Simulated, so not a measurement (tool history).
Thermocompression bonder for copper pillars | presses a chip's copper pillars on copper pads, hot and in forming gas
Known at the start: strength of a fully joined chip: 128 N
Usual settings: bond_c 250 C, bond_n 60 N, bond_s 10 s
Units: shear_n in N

run      day  bond_c  bond_n  bond_s  shear_n
  1    0.000     250      60      10     44.3
  2    2.646     263      60      10     51.6
  3    4.417     263      60      10     50.0
  4    7.625     263      60      10     50.7
  5    9.838     263      60      10     47.9
      10.825  -- forming gas filter changed
  6   13.604     246      60      10     43.0
  7   15.954     246      74      10     48.9
  8   19.246     246      74      10     47.6
      22.779  -- forming gas filter changed
  9   22.967     250      83      10     59.4
 10   24.846     250      83      10     57.4
 11   28.533     250      60      11     48.0
 12   31.362     250      65      10     47.8
 13   33.946     250      60      22     59.1
      34.625  -- forming gas filter changed
 14   36.321     250      60      22     63.5
 15   39.721     250      60      22     62.7
 16   43.379     250      52      22     57.7
      45.092  -- heater calibrated with a thermocouple chip
 17   45.275     250      60      11     41.3
      46.575  -- forming gas filter changed
 18   48.696     242      60      10     39.7
 19   50.967     242      41      10     30.2
 20   53.775     226      84      22     51.0
 21   55.367     233      84      11     42.4
 22   57.179     233      84      11     43.4
      58.438  -- forming gas filter changed
 23   60.629     233      84      11     47.4
 24   62.746     273      60       8     53.5
 25   66.054     270      42      11     45.9
 26   69.758     233      37      18     31.4
      70.146  -- forming gas filter changed
 27   73.533     274      60      24     82.1
      73.858  -- force cell calibrated
 28   75.117     273      60      22     81.3
 29   77.921     273      54       6     47.8
 30   80.038     273      77       5     55.3
      82.017  -- forming gas filter changed
 31   82.775     280      82      25    104.9
 32   84.962     250      83      10     61.7
 33   88.329     226      44      10     28.9
 34   91.667     226      44      10     28.5
      93.746  -- forming gas filter changed
 35   93.783     241      60       6     39.1
      94.267  -- heater calibrated with a thermocouple chip
 36   96.242     250      53      16     49.4
 37   99.008     262      42      16     47.2
 38  101.688     262      42      16     46.9

Forecast each of these 3 alternatives for the next run:
  A  104.071     250      74      14        ?
  B  104.071     245      54       7        ?
  C  104.071     268      70       5        ?

run  shear_n
  A     54.9
  B     31.9
  C     45.6
Without the tool's hidden state the same runs would have given:
run  shear_n
  A     59.9
  B     34.7
  C     49.8
